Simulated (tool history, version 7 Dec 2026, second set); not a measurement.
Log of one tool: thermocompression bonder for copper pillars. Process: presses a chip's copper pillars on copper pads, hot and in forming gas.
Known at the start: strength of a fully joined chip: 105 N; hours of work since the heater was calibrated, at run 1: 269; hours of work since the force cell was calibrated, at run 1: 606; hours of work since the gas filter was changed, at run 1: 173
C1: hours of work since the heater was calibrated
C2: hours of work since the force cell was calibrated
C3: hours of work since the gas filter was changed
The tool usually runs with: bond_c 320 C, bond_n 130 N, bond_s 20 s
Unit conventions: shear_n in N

Run 1, hour 0.0: usual settings; C1 269; C2 606; C3 173. Result: shear_n 56.9 N.
Run 2, hour 89.2: usual settings; C1 337; C2 674; C3 242. Result: shear_n 56.2 N.
Run 3, hour 153.3: usual settings but bond_s 10 s; C1 386; C2 723; C3 290. Result: shear_n 43.2 N.
Run 4, hour 214.4: usual settings but bond_s 10 s; C1 433; C2 770; C3 337. Result: shear_n 43.5 N.
At hour 276.2: forming gas filter changed.
Run 5, hour 289.3: usual settings but bond_c 333 C; C1 489; C2 827; C3 10. Result: shear_n 66.0 N.
Run 6, hour 376.1: usual settings but bond_s 38 s; C1 556; C2 893; C3 76. Result: shear_n 69.9 N.
Run 7, hour 420.8: usual settings but bond_s 38 s; C1 590; C2 927; C3 110. Result: shear_n 67.8 N.
Run 8, hour 498.6: usual settings but bond_s 38 s; C1 649; C2 987; C3 170. Result: shear_n 68.4 N.
Run 9, hour 588.0: usual settings but bond_s 38 s; C1 718; C2 1055; C3 238. Result: shear_n 67.8 N.
Run 10, hour 630.1: usual settings but bond_n 175 N, bond_s 38 s; C1 750; C2 1087; C3 270. Result: shear_n 81.7 N.
Run 11, hour 676.3: usual settings but bond_n 175 N, bond_s 38 s; C1 785; C2 1122; C3 306. Result: shear_n 81.0 N.
Run 12, hour 749.4: usual settings but bond_s 22 s; C1 841; C2 1178; C3 361. Result: shear_n 55.2 N.
At hour 776.7: forming gas filter changed.
Run 13, hour 822.2: usual settings but bond_s 22 s; C1 896; C2 1233; C3 35. Result: shear_n 59.4 N.
Run 14, hour 911.2: usual settings but bond_s 22 s; C1 964; C2 1301; C3 103. Result: shear_n 60.1 N.
Run 15, hour 1001.3: usual settings but bond_c 301 C; C1 1033; C2 1370; C3 172. Result: shear_n 46.2 N.
At hour 1087.5: heater calibrated with a thermocouple chip.
Run 16, hour 1090.0: usual settings but bond_c 301 C; C1 2; C2 1436; C3 238. Result: shear_n 42.6 N.
Run 17, hour 1173.6: usual settings but bond_c 301 C; C1 66; C2 1500; C3 302. Result: shear_n 41.2 N.

Run 18 comes next. What will it give?
Run 18, hour 1241.0: usual settings but bond_c 298 C, bond_s 14 s; C1 117; C2 1552; C3 353. Result: shear_n ?.

{"run 18": {"shear_n": 35.1}}
On a tool with no hidden condition, and with the same random variation, this run would have come out at shear_n 40.4 N.
